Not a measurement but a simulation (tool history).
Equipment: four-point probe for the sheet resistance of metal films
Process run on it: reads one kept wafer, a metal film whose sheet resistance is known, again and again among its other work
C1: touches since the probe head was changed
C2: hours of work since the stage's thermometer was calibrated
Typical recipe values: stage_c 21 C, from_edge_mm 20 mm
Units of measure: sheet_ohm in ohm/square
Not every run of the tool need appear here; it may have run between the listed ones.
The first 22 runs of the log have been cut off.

Run 23, hour 2036.7: usual settings but from_edge_mm 8 mm; C1 140978; C2 1118. Result: sheet_ohm 10.862402 ohm/square.
Run 24, hour 2093: usual settings but from_edge_mm 8 mm; C1 143704; C2 1149. Result: sheet_ohm 10.861933 ohm/square.
Run 25, hour 2151.1: usual settings but stage_c 32 C, from_edge_mm 5 mm; C1 146516; C2 1181. Result: sheet_ohm 10.902487 ohm/square.
Run 26, hour 2275.9: usual settings but stage_c 20 C; C1 152555; C2 1249. Result: sheet_ohm 10.836648 ohm/square.
Run 27, hour 2329.7: usual settings but stage_c 20 C; C1 155160; C2 1279. Result: sheet_ohm 10.83714 ohm/square.
Run 28, hour 2455.6: usual settings but stage_c 23 C, from_edge_mm 24 mm; C1 161257; C2 1348. Result: sheet_ohm 10.836702 ohm/square.
Run 29, hour 2510.9: usual settings but stage_c 22 C, from_edge_mm 7 mm; C1 163933; C2 1378. Result: sheet_ohm 10.88112 ohm/square.
Run 30, hour 2580.8: usual settings but stage_c 22 C, from_edge_mm 12 mm; C1 167312; C2 1416. Result: sheet_ohm 10.852011 ohm/square.
Run 31, hour 2709.4: usual settings but stage_c 19 C, from_edge_mm 72 mm; C1 173540; C2 1487. Result: sheet_ohm 10.841426 ohm/square.
Run 32, hour 2763.7: usual settings but stage_c 30 C; C1 176167; C2 1517. Result: sheet_ohm 10.836307 ohm/square.
Run 33, hour 2887.9: usual settings but stage_c 32 C, from_edge_mm 11 mm; C1 182179; C2 1585. Result: sheet_ohm 10.852798 ohm/square.
At hour 2922.8: stage's thermometer calibrated.
Run 34, hour 2977.7: usual settings but stage_c 32 C, from_edge_mm 11 mm; C1 186502; C2 30. Result: sheet_ohm 10.860626 ohm/square.
Run 35, hour 3107.3: usual settings but stage_c 32 C, from_edge_mm 11 mm; C1 192771; C2 101. Result: sheet_ohm 10.864636 ohm/square.
Run 36, hour 3172.4: usual settings but stage_c 31 C, from_edge_mm 25 mm; C1 195924; C2 137. Result: sheet_ohm 10.849021 ohm/square.
Run 37, hour 3236.1: usual settings but stage_c 31 C, from_edge_mm 25 mm; C1 199008; C2 172. Result: sheet_ohm 10.849256 ohm/square.
Run 38, hour 3317.2: usual settings but stage_c 31 C, from_edge_mm 25 mm; C1 202933; C2 216. Result: sheet_ohm 10.853905 ohm/square.
Run 39, hour 3402.1: usual settings but from_edge_mm 16 mm; C1 207041; C2 263. Result: sheet_ohm 10.872284 ohm/square.
Run 40, hour 3459.2: usual settings but stage_c 19 C, from_edge_mm 16 mm; C1 209806; C2 294. Result: sheet_ohm 10.872665 ohm/square.
Run 41, hour 3557.7: usual settings but stage_c 20 C, from_edge_mm 56 mm; C1 214574; C2 348. Result: sheet_ohm 10.865601 ohm/square.
Run 42, hour 3684.7: usual settings but from_edge_mm 71 mm; C1 220721; C2 418. Result: sheet_ohm 10.866746 ohm/square.
Run 43, hour 3782.3: usual settings but from_edge_mm 38 mm; C1 225445; C2 472. Result: sheet_ohm 10.872682 ohm/square.
Run 44, hour 3852.4: usual settings but stage_c 33 C, from_edge_mm 4 mm; C1 228836; C2 510. Result: sheet_ohm 11.003029 ohm/square.
Run 45, hour 3926.7: usual settings but stage_c 29 C, from_edge_mm 10 mm; C1 232431; C2 551. Result: sheet_ohm 10.89072 ohm/square.

Alternative continuations, all from the tool just after run 45; predict every row:
Run A, hour 4000.8: usual settings but stage_c 23 C, from_edge_mm 44 mm; C1 236017; C2 592. Result: sheet_ohm ?.
Run B, hour 4000.8: usual settings but stage_c 29 C, from_edge_mm 51 mm; C1 236017; C2 592. Result: sheet_ohm ?.
Run C, hour 4000.8: usual settings but stage_c 23 C, from_edge_mm 22 mm; C1 236017; C2 592. Result: sheet_ohm ?.

run  sheet_ohm
  A  10.875519
  B  10.862773
  C  10.876919
What these runs would have given with no unlogged condition in the tool:
run  sheet_ohm
  A  10.796748
  B  10.784076
  C   10.79814
